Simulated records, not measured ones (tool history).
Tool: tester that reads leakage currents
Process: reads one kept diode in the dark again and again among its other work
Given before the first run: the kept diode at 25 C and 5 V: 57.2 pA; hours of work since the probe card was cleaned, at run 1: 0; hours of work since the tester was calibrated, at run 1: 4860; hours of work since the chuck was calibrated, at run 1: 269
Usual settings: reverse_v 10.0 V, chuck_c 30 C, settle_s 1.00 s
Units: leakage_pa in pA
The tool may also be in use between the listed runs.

run	day	reverse_v	chuck_c	settle_s	hours of work since the probe card was cleaned	hours of work since the tester was calibrated	hours of work since the chuck was calibrated	leakage_pa
1	0.000	10.0	30	1.00	0	4860	269	133.12
2	4.654	10.0	30	1.00	82	4942	350	133.89
3	7.879	1.0	30	1.00	138	4998	407	36.84
4	14.971	1.0	30	1.00	263	5123	531	36.29
5	19.162	10.0	30	1.00	336	5196	605	133.24
6	23.675	10.0	30	1.00	415	5276	684	132.78
# day 24.325: tester calibrated
7	28.179	10.0	30	1.00	493	68	761	133.40
8	34.175	19.9	30	0.79	598	173	867	200.40
9	40.179	19.9	30	0.79	703	278	972	201.12
10	47.908	19.9	30	0.79	839	414	1107	202.19

Consider 3 possible next runs. They are alternatives, not a sequence: every one starts from the tool as it was left by run 10. What does each give?
A	52.004	19.9	26	0.79	911	485	1179	?
B	52.004	19.9	22	5.36	911	485	1179	?
C	52.004	3.7	30	0.79	911	485	1179	?

run	leakage_pa
A	145.79
B	103.68
C	74.57
Without the tool's hidden state the same runs would have given:
run	leakage_pa
A	139.34
B	92.65
C	78.97
